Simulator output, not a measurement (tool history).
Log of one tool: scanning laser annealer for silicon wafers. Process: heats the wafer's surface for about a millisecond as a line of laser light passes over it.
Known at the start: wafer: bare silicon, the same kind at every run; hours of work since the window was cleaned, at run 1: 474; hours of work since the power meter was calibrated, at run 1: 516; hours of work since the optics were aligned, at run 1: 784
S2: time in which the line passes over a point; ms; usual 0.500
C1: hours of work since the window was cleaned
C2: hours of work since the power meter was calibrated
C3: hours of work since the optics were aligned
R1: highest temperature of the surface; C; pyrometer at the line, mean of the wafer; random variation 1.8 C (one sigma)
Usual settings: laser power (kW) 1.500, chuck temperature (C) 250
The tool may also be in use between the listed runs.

run 1 hour=0.0 | laser_power_(kW)=1.500 S2=0.500 chuck_temperature_(C)=250 | C1=474 C2=516 C3=784 | R1=1011
run 2 hour=50.8 | laser_power_(kW)=1.500 S2=0.500 chuck_temperature_(C)=250 | C1=499 C2=541 C3=809 | R1=1010
run 3 hour=99.2 | laser_power_(kW)=1.545 S2=0.500 chuck_temperature_(C)=250 | C1=522 C2=565 C3=832 | R1=1033
run 4 hour=138.7 | laser_power_(kW)=1.500 S2=0.500 chuck_temperature_(C)=250 | C1=541 C2=584 C3=852 | R1=1011
-- hour=162.5 window over the wafer cleaned
run 5 hour=178.0 | laser_power_(kW)=1.500 S2=0.500 chuck_temperature_(C)=250 | C1=8 C2=602 C3=870 | R1=1012
run 6 hour=217.4 | laser_power_(kW)=1.500 S2=0.500 chuck_temperature_(C)=250 | C1=27 C2=621 C3=889 | R1=1014
run 7 hour=270.6 | laser_power_(kW)=1.500 S2=0.500 chuck_temperature_(C)=225 | C1=52 C2=647 C3=915 | R1=983
run 8 hour=322.0 | laser_power_(kW)=1.500 S2=0.500 chuck_temperature_(C)=225 | C1=77 C2=672 C3=940 | R1=988
run 9 hour=362.3 | laser_power_(kW)=1.500 S2=0.500 chuck_temperature_(C)=225 | C1=97 C2=691 C3=959 | R1=985
run 10 hour=404.8 | laser_power_(kW)=1.462 S2=0.617 chuck_temperature_(C)=237 | C1=118 C2=712 C3=980 | R1=1071
run 11 hour=459.7 | laser_power_(kW)=1.308 S2=0.500 chuck_temperature_(C)=279 | C1=144 C2=739 C3=1006 | R1=933
run 12 hour=518.1 | laser_power_(kW)=1.500 S2=0.402 chuck_temperature_(C)=251 | C1=173 C2=767 C3=1035 | R1=921
run 13 hour=555.5 | laser_power_(kW)=1.500 S2=0.372 chuck_temperature_(C)=250 | C1=191 C2=785 C3=1053 | R1=892
run 14 hour=600.9 | laser_power_(kW)=1.512 S2=0.372 chuck_temperature_(C)=250 | C1=213 C2=807 C3=1075 | R1=897
run 15 hour=626.2 | laser_power_(kW)=1.512 S2=0.414 chuck_temperature_(C)=250 | C1=225 C2=819 C3=1087 | R1=940

3 ways to go on from here, each from the tool as it stands after run 15. What would each give?
run A hour=684.7 | laser_power_(kW)=1.500 S2=0.571 chuck_temperature_(C)=225 | C1=253 C2=848 C3=1115 | R1=?
run B hour=684.7 | laser_power_(kW)=1.512 S2=0.414 chuck_temperature_(C)=276 | C1=253 C2=848 C3=1115 | R1=?
run C hour=684.7 | laser_power_(kW)=1.562 S2=0.460 chuck_temperature_(C)=233 | C1=253 C2=848 C3=1115 | R1=?

run=A R1=1047
run=B R1=964
run=C R1=990
Without the tool's hidden state the same runs would have given:
run=A R1=1048
run=B R1=964
run=C R1=990
